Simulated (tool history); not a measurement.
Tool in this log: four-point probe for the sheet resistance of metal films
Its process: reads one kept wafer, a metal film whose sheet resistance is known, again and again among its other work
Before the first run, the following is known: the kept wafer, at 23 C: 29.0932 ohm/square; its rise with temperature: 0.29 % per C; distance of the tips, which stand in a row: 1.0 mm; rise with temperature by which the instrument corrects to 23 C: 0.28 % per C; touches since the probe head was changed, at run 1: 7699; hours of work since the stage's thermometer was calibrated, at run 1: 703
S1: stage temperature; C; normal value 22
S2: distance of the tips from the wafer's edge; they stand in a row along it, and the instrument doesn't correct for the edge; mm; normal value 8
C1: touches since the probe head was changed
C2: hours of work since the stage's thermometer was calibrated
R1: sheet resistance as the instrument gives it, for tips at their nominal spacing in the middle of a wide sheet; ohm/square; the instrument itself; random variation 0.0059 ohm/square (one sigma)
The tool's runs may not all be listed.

run,hour,S1,S2,C1,C2,R1
1,0,22,8,7699,703,29.324149
2,13,22,8,7995,710,29.329324
3,26.2,22,8,8295,717,29.328064
4,38.5,33,8,8575,723,29.362322
5,50.3,33,8,8845,729,29.361479
6,72.2,33,8,9342,741,29.357022
7,89,18,8,9726,750,29.326383
8,103.4,18,8,10054,758,29.323476
9,122.7,24,8,10494,768,29.325184
10,135,23,8,10773,774,29.332474
11,145.9,27,8,11023,780,29.341407
12,167.7,22,8,11520,792,29.333254
13,182.6,22,8,11857,800,29.332612
14,205.1,22,8,12372,812,29.333146
15,229.6,22,8,12929,825,29.330527
16,242.1,22,8,13214,831,29.334207
17,253.8,22,8,13479,837,29.333543
18,264.3,22,8,13719,843,29.329749
19,286.7,29,8,14229,855,29.352037
20,297.6,26,8,14478,861,29.339774
21,320.6,22,3,15003,873,30.723358
22,334.9,22,3,15327,880,30.733641
23,353.8,18,3,15758,890,30.714383
24,378,19,10,16311,903,29.238794
25,391.9,30,45,16627,911,29.115658
26,410.2,19,25,17043,920,29.105703
27,429.8,33,25,17489,931,29.137393
28,441.7,33,25,17761,937,29.14537
29,463.5,24,5,18257,949,29.711503
30,474.8,30,6,18514,955,29.537301
31,494.3,25,6,18958,965,29.526393
32,507.3,35,5,19254,972,29.722023
33,525.1,35,5,19661,981,29.72837
34,547.8,32,5,20177,993,29.721784
35,558.5,27,8,20422,999,29.349073
36,572.2,21,39,20735,1006,29.102457
37,582.1,24,8,20960,1012,29.341124
38,599.6,24,8,21357,1021,29.335086
39,609.9,24,8,21593,1026,29.343543
40,632.8,23,7,22113,1039,29.405779
41,646.8,19,4,22432,1046,30.019669
42,662,22,46,22778,1054,29.105645
43,681.1,34,3,23215,1064,30.749862
44,705,34,3,23758,1077,30.755334

Branching from run 44: 5 alternative next runs. What would each branch give?
A,722,32,11,24145,1086,?
B,722,18,16,24145,1086,?
C,722,22,73,24145,1086,?
D,722,28,8,24145,1086,?
E,722,24,11,24145,1086,?

run,R1
A,29.233969
B,29.128945
C,29.082015
D,29.356753
E,29.229213
Stripped of hidden state, with their random variation kept, the same runs would have yielded:
run,R1
A,29.235532
B,29.130515
C,29.083579
D,29.358326
E,29.230783
